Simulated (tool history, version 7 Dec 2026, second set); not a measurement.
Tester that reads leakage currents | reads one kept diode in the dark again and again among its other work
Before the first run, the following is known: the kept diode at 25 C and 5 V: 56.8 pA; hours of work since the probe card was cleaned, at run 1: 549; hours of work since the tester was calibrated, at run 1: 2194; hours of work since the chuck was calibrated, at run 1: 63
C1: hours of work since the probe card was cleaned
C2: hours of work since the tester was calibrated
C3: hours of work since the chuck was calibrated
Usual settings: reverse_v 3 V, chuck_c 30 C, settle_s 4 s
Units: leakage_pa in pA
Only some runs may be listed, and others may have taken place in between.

run 1 hour=0 | reverse_v=3 chuck_c=30 settle_s=4 | C1=549 C2=2194 C3=63 | leakage_pa=68.61
-- hour=47.7 tester calibrated
run 2 hour=67.7 | reverse_v=3 chuck_c=30 settle_s=4 | C1=600 C2=15 C3=114 | leakage_pa=68.58
run 3 hour=169.5 | reverse_v=11.63 chuck_c=30 settle_s=4 | C1=679 C2=94 C3=192 | leakage_pa=118.34
run 4 hour=237.2 | reverse_v=11.63 chuck_c=30 settle_s=4 | C1=731 C2=146 C3=245 | leakage_pa=118.31
run 5 hour=321.7 | reverse_v=11.63 chuck_c=30 settle_s=4 | C1=796 C2=212 C3=310 | leakage_pa=117.95
run 6 hour=439 | reverse_v=3 chuck_c=30 settle_s=0.49 | C1=887 C2=302 C3=401 | leakage_pa=69.79
run 7 hour=530.9 | reverse_v=3 chuck_c=30 settle_s=0.49 | C1=958 C2=373 C3=472 | leakage_pa=69.75
run 8 hour=613.4 | reverse_v=3 chuck_c=54 settle_s=0.59 | C1=1022 C2=437 C3=535 | leakage_pa=373.03
run 9 hour=704.3 | reverse_v=19.16 chuck_c=54 settle_s=2.11 | C1=1092 C2=507 C3=606 | leakage_pa=779.03
run 10 hour=782.1 | reverse_v=19.16 chuck_c=54 settle_s=2.11 | C1=1152 C2=567 C3=666 | leakage_pa=777.21
run 11 hour=845 | reverse_v=1.13 chuck_c=54 settle_s=4.37 | C1=1201 C2=616 C3=714 | leakage_pa=251.74
-- hour=894.1 probe card cleaned and baked
run 12 hour=933.6 | reverse_v=5.11 chuck_c=43 settle_s=0.36 | C1=31 C2=682 C3=780 | leakage_pa=220.37
run 13 hour=1035 | reverse_v=10.79 chuck_c=25 settle_s=7.6 | C1=109 C2=760 C3=859 | leakage_pa=77.33
run 14 hour=1138.8 | reverse_v=10.79 chuck_c=32 settle_s=7.6 | C1=189 C2=841 C3=939 | leakage_pa=132.34

Here are 4 independent what-if runs from the current tool condition. What would each one return?
run A hour=1212.2 | reverse_v=8.67 chuck_c=38 settle_s=3.59 | C1=246 C2=897 C3=996 | leakage_pa=?
run B hour=1212.2 | reverse_v=2.48 chuck_c=24 settle_s=1.17 | C1=246 C2=897 C3=996 | leakage_pa=?
run C hour=1212.2 | reverse_v=3 chuck_c=30 settle_s=6.32 | C1=246 C2=897 C3=996 | leakage_pa=?
run D hour=1212.2 | reverse_v=10.79 chuck_c=28 settle_s=4.14 | C1=246 C2=897 C3=996 | leakage_pa=?

run=A leakage_pa=188.83
run=B leakage_pa=40.02
run=C leakage_pa=68.33
run=D leakage_pa=98.45
With the hidden condition removed and each run's random variation left untouched, the same runs would have given:
run=A leakage_pa=189.11
run=B leakage_pa=40.09
run=C leakage_pa=68.44
run=D leakage_pa=98.58

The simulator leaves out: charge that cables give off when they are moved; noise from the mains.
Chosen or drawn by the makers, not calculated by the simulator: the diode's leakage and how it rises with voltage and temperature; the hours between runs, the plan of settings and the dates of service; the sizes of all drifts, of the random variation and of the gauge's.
